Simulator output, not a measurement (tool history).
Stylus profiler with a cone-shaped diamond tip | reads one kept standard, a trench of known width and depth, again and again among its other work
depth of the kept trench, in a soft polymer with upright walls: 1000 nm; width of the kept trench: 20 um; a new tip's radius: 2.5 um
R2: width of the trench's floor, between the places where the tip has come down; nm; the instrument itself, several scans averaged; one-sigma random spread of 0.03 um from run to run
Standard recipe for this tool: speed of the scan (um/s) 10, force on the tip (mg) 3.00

run 1 hour=0.0 | speed_of_the_scan_(um/s)=10 force_on_the_tip_(mg)=3.00 | depth_of_the_trench_(Å)=10093.8 R2=15530
run 2 hour=14.4 | speed_of_the_scan_(um/s)=5 force_on_the_tip_(mg)=3.00 | depth_of_the_trench_(Å)=10095.1 R2=15590
run 3 hour=22.8 | speed_of_the_scan_(um/s)=5 force_on_the_tip_(mg)=3.00 | depth_of_the_trench_(Å)=10091.4 R2=15540
run 4 hour=32.1 | speed_of_the_scan_(um/s)=10 force_on_the_tip_(mg)=3.00 | depth_of_the_trench_(Å)=10091.4 R2=15550
run 5 hour=43.6 | speed_of_the_scan_(um/s)=10 force_on_the_tip_(mg)=3.00 | depth_of_the_trench_(Å)=10093.9 R2=15510
run 6 hour=50.4 | speed_of_the_scan_(um/s)=10 force_on_the_tip_(mg)=3.00 | depth_of_the_trench_(Å)=10091.2 R2=15540
run 7 hour=62.7 | speed_of_the_scan_(um/s)=10 force_on_the_tip_(mg)=3.00 | depth_of_the_trench_(Å)=10093.6 R2=15470
run 8 hour=72.2 | speed_of_the_scan_(um/s)=10 force_on_the_tip_(mg)=3.00 | depth_of_the_trench_(Å)=10097.5 R2=15440
run 9 hour=83.5 | speed_of_the_scan_(um/s)=10 force_on_the_tip_(mg)=3.00 | depth_of_the_trench_(Å)=10091.6 R2=15390
run 10 hour=93.7 | speed_of_the_scan_(um/s)=10 force_on_the_tip_(mg)=3.00 | depth_of_the_trench_(Å)=10093.8 R2=15440
run 11 hour=103.9 | speed_of_the_scan_(um/s)=10 force_on_the_tip_(mg)=3.00 | depth_of_the_trench_(Å)=10093.5 R2=15440
run 12 hour=117.9 | speed_of_the_scan_(um/s)=21 force_on_the_tip_(mg)=3.00 | depth_of_the_trench_(Å)=10090.0 R2=15370
run 13 hour=126.7 | speed_of_the_scan_(um/s)=5 force_on_the_tip_(mg)=1.67 | depth_of_the_trench_(Å)=10067.8 R2=15440

Run 14 has not been measured yet. What should we expect?
run 14 hour=137.6 | speed_of_the_scan_(um/s)=5 force_on_the_tip_(mg)=1.67 | depth_of_the_trench_(Å)=? R2=?

{"run 14": {"depth of the trench (Å)": 10066.4, "R2": 15380}}
On a tool with no hidden condition, and with the same random variation, this run would have come out at depth of the trench (Å) 10061.6, R2 15970 nm.
